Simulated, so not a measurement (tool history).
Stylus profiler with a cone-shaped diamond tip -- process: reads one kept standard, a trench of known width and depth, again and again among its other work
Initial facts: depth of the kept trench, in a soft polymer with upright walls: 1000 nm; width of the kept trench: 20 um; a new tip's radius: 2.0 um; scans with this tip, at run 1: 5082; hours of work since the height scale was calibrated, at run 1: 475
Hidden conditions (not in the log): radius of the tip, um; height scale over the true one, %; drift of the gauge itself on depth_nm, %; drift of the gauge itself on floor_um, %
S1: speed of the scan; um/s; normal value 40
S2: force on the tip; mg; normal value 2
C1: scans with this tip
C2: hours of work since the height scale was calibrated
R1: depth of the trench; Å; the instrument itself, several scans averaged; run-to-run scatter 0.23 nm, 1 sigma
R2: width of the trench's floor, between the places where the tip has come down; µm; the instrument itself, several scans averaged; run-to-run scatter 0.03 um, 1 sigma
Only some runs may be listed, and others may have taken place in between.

{"run": 1, "hour": 0.0, "S1": 40, "S2": 2, "C1": 5082, "C2": 475, "R1": 10105.5, "R2": 15.75}
{"run": 2, "hour": 19.3, "S1": 40, "S2": 2, "C1": 5227, "C2": 489, "R1": 10102.6, "R2": 15.72}
{"run": 3, "hour": 39.8, "S1": 40, "S2": 2, "C1": 5380, "C2": 503, "R1": 10106.2, "R2": 15.72}
{"run": 4, "hour": 60.1, "S1": 40, "S2": 2, "C1": 5531, "C2": 517, "R1": 10094.3, "R2": 15.71}
{"run": 5, "hour": 86.5, "S1": 40, "S2": 2, "C1": 5728, "C2": 536, "R1": 10101.1, "R2": 15.7}
{"run": 6, "hour": 116.1, "S1": 40, "S2": 0.86, "C1": 5949, "C2": 556, "R1": 10048.7, "R2": 15.54}
{"run": 7, "hour": 131.9, "S1": 40, "S2": 0.86, "C1": 6067, "C2": 567, "R1": 10046.8, "R2": 15.52}
{"run": 8, "hour": 154.1, "S1": 41, "S2": 2, "C1": 6232, "C2": 583, "R1": 10098.2, "R2": 15.66}
{"run": 9, "hour": 178.6, "S1": 41, "S2": 3.26, "C1": 6414, "C2": 600, "R1": 10145.4, "R2": 15.63}
{"run": 10, "hour": 206.7, "S1": 40, "S2": 2.73, "C1": 6624, "C2": 620, "R1": 10128.9, "R2": 15.57}
{"run": 11, "hour": 237.0, "S1": 40, "S2": 2, "C1": 6850, "C2": 641, "R1": 10098.1, "R2": 15.61}
{"run": 12, "hour": 251.9, "S1": 40, "S2": 2, "C1": 6961, "C2": 651, "R1": 10096.1, "R2": 15.54}
{"run": 13, "hour": 275.3, "S1": 40, "S2": 4.32, "C1": 7136, "C2": 667, "R1": 10175.4, "R2": 15.62}
{"run": 14, "hour": 288.4, "S1": 16, "S2": 4.79, "C1": 7234, "C2": 677, "R1": 10193.8, "R2": 15.66}
{"run": 15, "hour": 314.0, "S1": 15, "S2": 3.1, "C1": 7424, "C2": 694, "R1": 10132.9, "R2": 15.66}
{"run": 16, "hour": 333.7, "S1": 122, "S2": 1, "C1": 7571, "C2": 708, "R1": 10048.8, "R2": 14.86}
{"run": 17, "hour": 361.8, "S1": 10, "S2": 3.8, "C1": 7781, "C2": 728, "R1": 10158.1, "R2": 15.64}
{"run": 18, "hour": 391.2, "S1": 59, "S2": 1.47, "C1": 8000, "C2": 748, "R1": 10072.4, "R2": 15.33}
{"run": 19, "hour": 417.2, "S1": 29, "S2": 1.47, "C1": 8194, "C2": 766, "R1": 10071.1, "R2": 15.5}
{"run": 20, "hour": 446.9, "S1": 29, "S2": 1.47, "C1": 8416, "C2": 787, "R1": 10073.5, "R2": 15.45}
{"run": 21, "hour": 460.4, "S1": 140, "S2": 5.79, "C1": 8516, "C2": 796, "R1": 10216.2, "R2": 15.24}
{"run": 22, "hour": 476.0, "S1": 11, "S2": 0.73, "C1": 8632, "C2": 807, "R1": 10031.2, "R2": 15.5}
{"run": 23, "hour": 507.3, "S1": 31, "S2": 5.16, "C1": 8866, "C2": 829, "R1": 10197.4, "R2": 15.51}
{"run": 24, "hour": 535.7, "S1": 46, "S2": 2.7, "C1": 9078, "C2": 849, "R1": 10117.3, "R2": 15.37}
{"run": 25, "hour": 565.8, "S1": 147, "S2": 2.9, "C1": 9302, "C2": 870, "R1": 10123.4, "R2": 14.92}
{"run": 26, "hour": 580.1, "S1": 32, "S2": 1.6, "C1": 9409, "C2": 880, "R1": 10077.5, "R2": 15.33}

Below, some changes in R1 between adjacent runs. For each, the amount present without the hidden state too (settings, incoming material, random variation) and the amount remaining for the hidden state with gauge scatter not shared by both compared results:
Run 16 -> 17: S1 122 -> 10, S2 1 -> 3.8. R1 +109.3 Å: hidden state -0.8, all else +110.1.
Run 21 -> 22: S1 140 -> 11, S2 5.79 -> 0.73. R1 -185 Å: hidden state +0.2, all else -185.2.
Run 22 -> 23: S1 11 -> 31, S2 0.73 -> 5.16. R1 +166.2 Å: hidden state -1.1, all else +167.3.

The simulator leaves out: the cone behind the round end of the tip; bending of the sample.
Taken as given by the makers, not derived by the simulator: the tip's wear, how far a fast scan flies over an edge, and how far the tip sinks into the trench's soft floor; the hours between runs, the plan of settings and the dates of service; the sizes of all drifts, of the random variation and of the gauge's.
